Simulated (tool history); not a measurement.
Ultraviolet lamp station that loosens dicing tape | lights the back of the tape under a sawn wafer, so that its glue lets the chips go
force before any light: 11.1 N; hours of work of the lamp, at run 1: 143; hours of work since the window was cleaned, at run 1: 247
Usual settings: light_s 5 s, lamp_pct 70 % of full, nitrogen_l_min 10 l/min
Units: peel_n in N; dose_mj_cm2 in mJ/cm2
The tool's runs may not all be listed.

run	hour	light_s	lamp_pct	nitrogen_l_min	hours of work of the lamp	hours of work since the window was cleaned	peel_n	dose_mj_cm2
1	0	5	70	10	143	247	0.457	398
2	8.8	5	80	10	147	251	0.355	453
3	22.1	5	80	10	152	257	0.362	450
4	34.5	5	70	8	158	262	0.576	402
5	45.4	5	70	7	163	267	0.627	396
6	57.3	5	70	7	168	273	0.641	398
7	65.1	5	70	7	171	276	0.635	396
# hour 75.7: window cleaned of glue's vapour
8	78.5	5	70	10	177	1	0.458	392
9	85	5	70	10	180	4	0.455	399
10	91.6	5	70	10	183	7	0.465	399
11	100.3	5	70	10	187	11	0.445	396
12	111	5	70	10	192	16	0.456	400
13	125.5	5	70	10	198	22	0.479	395
14	136.3	5	70	4	203	27	1.018	397
15	145.9	9	70	10	207	31	0.242	714
16	152.1	9	98	18	210	34	0.229	990
17	159.5	5	70	13	213	37	0.405	394
18	171.5	5	63	10	218	42	0.591	355
19	181.3	4	97	5	223	47	0.689	441
20	188.8	3	97	14	226	50	0.507	328
21	202	3	97	14	232	56	0.519	329
22	215.7	3	97	14	238	62	0.527	327
23	222.6	10	70	4	241	65	0.284	787
24	228.8	10	70	4	244	68	0.287	785
25	238.7	10	70	4	248	72	0.3	794

Hidden state at the last listed run before each entry between runs and at the first one after, where it differs:
Between runs 7 and 8: window cleaned of glue's vapour (hour 75.7)
  light that the window lets through, % of a clean one's: 99.9 -> 100
